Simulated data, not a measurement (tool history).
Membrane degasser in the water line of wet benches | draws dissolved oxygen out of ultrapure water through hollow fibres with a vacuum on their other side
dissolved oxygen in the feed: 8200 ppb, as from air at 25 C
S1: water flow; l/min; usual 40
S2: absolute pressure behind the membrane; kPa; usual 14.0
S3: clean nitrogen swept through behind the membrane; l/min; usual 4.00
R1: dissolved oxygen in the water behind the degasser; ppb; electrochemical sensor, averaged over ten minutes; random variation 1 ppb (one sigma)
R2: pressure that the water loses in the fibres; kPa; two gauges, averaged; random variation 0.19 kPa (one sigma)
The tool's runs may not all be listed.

Run 1, day 0.000: usual settings. Result: R1 257.6 ppb, R2 37.77 kPa.
Run 2, day 10.029: usual settings. Result: R1 257.8 ppb, R2 38.07 kPa.
At day 15.938: seals of the vacuum lines changed.
Run 3, day 20.592: usual settings. Result: R1 258.5 ppb, R2 37.79 kPa.
Run 4, day 27.667: usual settings but S1 32 l/min. Result: R1 205.1 ppb, R2 30.07 kPa.
Run 5, day 34.675: usual settings. Result: R1 257.8 ppb, R2 37.69 kPa.
Run 6, day 41.758: usual settings but S1 60 l/min. Result: R1 389.3 ppb, R2 56.44 kPa.
Run 7, day 51.667: usual settings but S1 60 l/min, S2 21.8 kPa. Result: R1 623.6 ppb, R2 56.78 kPa.
Run 8, day 58.575: usual settings. Result: R1 256.5 ppb, R2 37.89 kPa.
Run 9, day 64.842: usual settings. Result: R1 257.6 ppb, R2 37.74 kPa.
Run 10, day 73.612: usual settings. Result: R1 257.4 ppb, R2 37.48 kPa.
Run 11, day 81.600: usual settings but S1 30 l/min. Result: R1 193.2 ppb, R2 28.18 kPa.
Run 12, day 93.183: usual settings. Result: R1 257.8 ppb, R2 38.00 kPa.
Run 13, day 104.133: usual settings. Result: R1 258.2 ppb, R2 37.14 kPa.
Run 14, day 114.621: usual settings. Result: R1 257.1 ppb, R2 37.26 kPa.
Run 15, day 126.262: usual settings. Result: R1 257.3 ppb, R2 37.34 kPa.
Run 16, day 135.138: usual settings but S1 55 l/min, S2 12.0 kPa, S3 2.54 l/min. Result: R1 425.2 ppb, R2 51.49 kPa.
Run 17, day 142.054: usual settings but S2 15.4 kPa. Result: R1 288.7 ppb, R2 37.22 kPa.
At day 143.725: membrane cartridge changed.
Run 18, day 150.079: usual settings but S2 15.4 kPa. Result: R1 289.5 ppb, R2 37.40 kPa.
Run 19, day 158.671: usual settings but S2 15.4 kPa. Result: R1 288.3 ppb, R2 37.23 kPa.
Run 20, day 171.833: usual settings but S2 15.4 kPa. Result: R1 289.7 ppb, R2 37.15 kPa.
Run 21, day 180.479: usual settings but S1 34 l/min, S2 9.2 kPa. Result: R1 125.2 ppb, R2 31.42 kPa.
Run 22, day 190.296: usual settings but S1 34 l/min, S2 9.2 kPa. Result: R1 126.0 ppb, R2 31.51 kPa.
At day 200.333: vacuum gauge calibrated.
Run 23, day 202.358: usual settings but S1 44 l/min, S3 2.81 l/min. Result: R1 383.1 ppb, R2 40.68 kPa.
Run 24, day 208.754: usual settings but S1 44 l/min, S2 12.1 kPa, S3 2.40 l/min. Result: R1 365.9 ppb, R2 40.84 kPa.
Run 25, day 215.571: usual settings but S1 31 l/min, S2 12.1 kPa, S3 2.65 l/min. Result: R1 240.3 ppb, R2 28.83 kPa.
Run 26, day 222.621: usual settings but S1 26 l/min, S2 12.1 kPa, S3 2.78 l/min. Result: R1 195.0 ppb, R2 23.99 kPa.
Run 27, day 230.425: usual settings but S2 16.0 kPa, S3 3.56 l/min. Result: R1 332.9 ppb, R2 36.42 kPa.
At day 233.467: seals of the vacuum lines changed.
Run 28, day 236.100: usual settings but S1 27 l/min, S2 11.4 kPa, S3 3.56 l/min. Result: R1 148.9 ppb, R2 25.07 kPa.
Run 29, day 246.929: usual settings but S1 31 l/min, S2 12.9 kPa, S3 2.28 l/min. Result: R1 299.0 ppb, R2 28.70 kPa.

The same runs without the tool's hidden state, with the same run-to-run variation:
The hidden state here: membrane still open, %; true pressure behind the membrane over the reading, kPa; air that leaks in behind the membrane, l/min; drift of the gauge itself on oxygen_ppb, %; drift of the gauge itself on loss_of_pressure_kpa, %.
run     R2
  1  37.70
  2  38.03
  3  37.79
  4  30.09
  5  37.74
  6  56.56
  7  56.96
  8  38.03
  9  37.90
 10  37.68
 11  28.35
 12  38.27
 13  37.44
 14  37.60
 15  37.72
 16  52.07
 17  37.67
 18  37.98
 19  37.84
 20  37.81
 21  32.00
 22  32.13
 23  41.53
 24  41.71
 25  29.47
 26  24.54
 27  37.29
 28  25.68
 29  29.42
R1: within 0.7 ppb of the measured result in every run.
